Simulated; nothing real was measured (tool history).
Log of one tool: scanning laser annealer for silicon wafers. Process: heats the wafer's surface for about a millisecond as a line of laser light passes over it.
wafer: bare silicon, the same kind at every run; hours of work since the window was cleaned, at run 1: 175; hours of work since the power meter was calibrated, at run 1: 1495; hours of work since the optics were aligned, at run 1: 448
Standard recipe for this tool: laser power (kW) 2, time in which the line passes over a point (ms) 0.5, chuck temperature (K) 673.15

| run | hour | laser power (kW) | time in which the line passes over a point (ms) | chuck temperature (K) | hours of work since the window was cleaned | hours of work since the power meter was calibrated | hours of work since the optics were aligned | highest temperature of the surface (K) |
|---|---|---|---|---|---|---|---|---|
| 1 | 0 | 2 | 0.5 | 673.15 | 175 | 1495 | 448 | 1487.15 |
| 2 | 56.8 | 2 | 0.5 | 653.15 | 208 | 1528 | 481 | 1464.15 |
| 3 | 116.4 | 1.895 | 0.5 | 673.15 | 243 | 1563 | 516 | 1429.15 |
| 4 | 180.6 | 2.138 | 0.5 | 673.15 | 280 | 1601 | 554 | 1554.15 |
| 5 | 240.2 | 2 | 0.5 | 673.15 | 315 | 1635 | 588 | 1479.15 |
| 6 | 303.7 | 2 | 0.5 | 673.15 | 353 | 1673 | 626 | 1479.15 |
| 7 | 340.7 | 2 | 0.378 | 673.15 | 374 | 1694 | 647 | 1375.15 |
| 8 | 407.6 | 2 | 0.576 | 673.15 | 413 | 1733 | 686 | 1526.15 |
| 9 | 468 | 2 | 0.576 | 673.15 | 449 | 1769 | 722 | 1522.15 |
|  | 479.4 | optics aligned, line set to its width |
| 10 | 531.1 | 2 | 0.576 | 673.15 | 483 | 1803 | 30 | 1518.15 |
| 11 | 602 | 2 | 0.576 | 673.15 | 524 | 1844 | 72 | 1517.15 |
| 12 | 646.8 | 2 | 0.576 | 673.15 | 550 | 1870 | 98 | 1510.15 |
| 13 | 706.3 | 2 | 0.576 | 673.15 | 585 | 1905 | 133 | 1506.15 |
| 14 | 767.8 | 2.159 | 0.576 | 673.15 | 621 | 1941 | 169 | 1596.15 |
| 15 | 813.7 | 2.159 | 0.576 | 673.15 | 648 | 1968 | 196 | 1595.15 |
| 16 | 866.4 | 2.159 | 0.576 | 673.15 | 679 | 1999 | 226 | 1591.15 |
|  | 898.8 | optics aligned, line set to its width, once more |
| 17 | 943.2 | 2.178 | 0.423 | 661.15 | 721 | 2041 | 26 | 1477.15 |
| 18 | 984 | 1.804 | 0.46 | 706.15 | 745 | 2065 | 50 | 1370.15 |
| 19 | 1023.7 | 1.804 | 0.46 | 706.15 | 768 | 2088 | 73 | 1371.15 |
| 20 | 1091.2 | 1.793 | 0.435 | 713.15 | 807 | 2128 | 113 | 1353.15 |
| 21 | 1155.1 | 2.158 | 0.5 | 709.15 | 845 | 2165 | 150 | 1572.15 |
| 22 | 1210 | 2 | 0.58 | 668.15 | 877 | 2197 | 182 | 1504.15 |
|  | 1216.8 | window over the wafer cleaned |
| 23 | 1267.4 | 1.838 | 0.58 | 697.15 | 30 | 2229 | 214 | 1498.15 |
| 24 | 1305.5 | 2.033 | 0.5 | 673.15 | 52 | 2252 | 237 | 1518.15 |
| 25 | 1358.3 | 1.788 | 0.577 | 673.15 | 83 | 2283 | 268 | 1442.15 |
| 26 | 1405.9 | 1.788 | 0.577 | 673.15 | 111 | 2310 | 296 | 1436.15 |
| 27 | 1459 | 1.788 | 0.577 | 673.15 | 142 | 2342 | 327 | 1436.15 |
| 28 | 1512.2 | 2 | 0.438 | 673.15 | 173 | 2373 | 358 | 1445.15 |
| 29 | 1555 | 2.039 | 0.5 | 682.15 | 198 | 2398 | 383 | 1522.15 |
| 30 | 1606.6 | 2.039 | 0.5 | 682.15 | 228 | 2428 | 413 | 1522.15 |
| 31 | 1639.5 | 2 | 0.379 | 703.15 | 247 | 2447 | 432 | 1416.15 |

Alternative continuations, all from the tool just after run 31; predict every row:
| A | 1675.7 | 1.982 | 0.434 | 703.15 | 268 | 2468 | 453 | ? |
| B | 1675.7 | 2.112 | 0.5 | 685.15 | 268 | 2468 | 453 | ? |
| C | 1675.7 | 2.07 | 0.495 | 645.15 | 268 | 2468 | 453 | ? |
| D | 1675.7 | 2.193 | 0.379 | 669.15 | 268 | 2468 | 453 | ? |

| run | highest temperature of the surface (K) |
|---|---|
| A | 1456.15 |
| B | 1555.15 |
| C | 1495.15 |
| D | 1472.15 |
With no hidden state in the tool, these same runs would have given:
| run | highest temperature of the surface (K) |
|---|---|
| A | 1468.15 |
| B | 1570.15 |
| C | 1510.15 |
| D | 1485.15 |

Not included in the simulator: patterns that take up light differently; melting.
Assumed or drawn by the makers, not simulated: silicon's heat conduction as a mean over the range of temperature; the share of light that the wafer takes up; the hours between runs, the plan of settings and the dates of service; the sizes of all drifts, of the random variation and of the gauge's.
